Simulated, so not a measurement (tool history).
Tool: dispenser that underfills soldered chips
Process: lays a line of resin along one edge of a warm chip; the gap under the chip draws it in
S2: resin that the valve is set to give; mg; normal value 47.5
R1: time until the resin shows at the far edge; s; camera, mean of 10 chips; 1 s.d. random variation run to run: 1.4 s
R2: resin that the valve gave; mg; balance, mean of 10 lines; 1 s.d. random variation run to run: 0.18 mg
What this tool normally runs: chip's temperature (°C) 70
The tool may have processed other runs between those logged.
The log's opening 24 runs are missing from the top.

At day 10.875: new syringe of resin.
Run 25, day 11.129: usual settings but chip's temperature (°C) 74. Result: R1 170.8 s, R2 46.31 mg.
At day 11.446: new syringe of resin.
Run 26, day 11.683: usual settings but chip's temperature (°C) 74. Result: R1 164.3 s, R2 46.39 mg.
At day 12.012: new syringe of resin.
Run 27, day 12.296: usual settings but chip's temperature (°C) 74. Result: R1 172.6 s, R2 46.06 mg.
At day 12.558: new syringe of resin.
Run 28, day 12.575: usual settings but chip's temperature (°C) 76, S2 51.2 mg. Result: R1 116.9 s, R2 49.56 mg.
At day 13.033: stage's temperature calibrated.
Run 29, day 13.058: usual settings but chip's temperature (°C) 76, S2 51.2 mg. Result: R1 182.6 s, R2 49.74 mg.
At day 13.158: new syringe of resin.
Run 30, day 13.554: usual settings but chip's temperature (°C) 76, S2 51.2 mg. Result: R1 173.0 s, R2 49.36 mg.
At day 13.721: new syringe of resin.
Run 31, day 14.100: usual settings but chip's temperature (°C) 76, S2 51.2 mg. Result: R1 172.4 s, R2 49.28 mg.
At day 14.279: new syringe of resin.
Run 32, day 14.433: usual settings but chip's temperature (°C) 76, S2 51.2 mg. Result: R1 133.4 s, R2 48.89 mg.
At day 14.850: new syringe of resin.
Run 33, day 15.021: usual settings but chip's temperature (°C) 84, S2 50.5 mg. Result: R1 104.8 s, R2 48.27 mg.
Run 34, day 15.292: usual settings but chip's temperature (°C) 84, S2 50.5 mg. Result: R1 139.7 s, R2 48.35 mg.

Below are 4 alternative next runs, each starting from the tool's condition after run 34. Predict each:
At day 15.412: new syringe of resin.
Run A, day 15.604: usual settings but chip's temperature (°C) 80, S2 58.4 mg. Result: R1 ?, R2 ?.
At day 15.412: new syringe of resin.
Run B, day 15.604: usual settings but chip's temperature (°C) 82, S2 58.5 mg. Result: R1 ?, R2 ?.
At day 15.412: new syringe of resin.
Run C, day 15.604: usual settings but chip's temperature (°C) 57, S2 60.8 mg. Result: R1 ?, R2 ?.
At day 15.412: new syringe of resin.
Run D, day 15.604: usual settings but chip's temperature (°C) 59, S2 53.7 mg. Result: R1 ?, R2 ?.

run     R1     R2
  A  115.3  55.47
  B  108.7  55.65
  C  283.7  57.93
  D  257.9  50.96
With the hidden condition removed and each run's random variation left untouched, the same runs would have given:
run     R1     R2
  A   93.5  58.23
  B   88.2  58.41
  C  229.8  60.81
  D  208.2  53.50
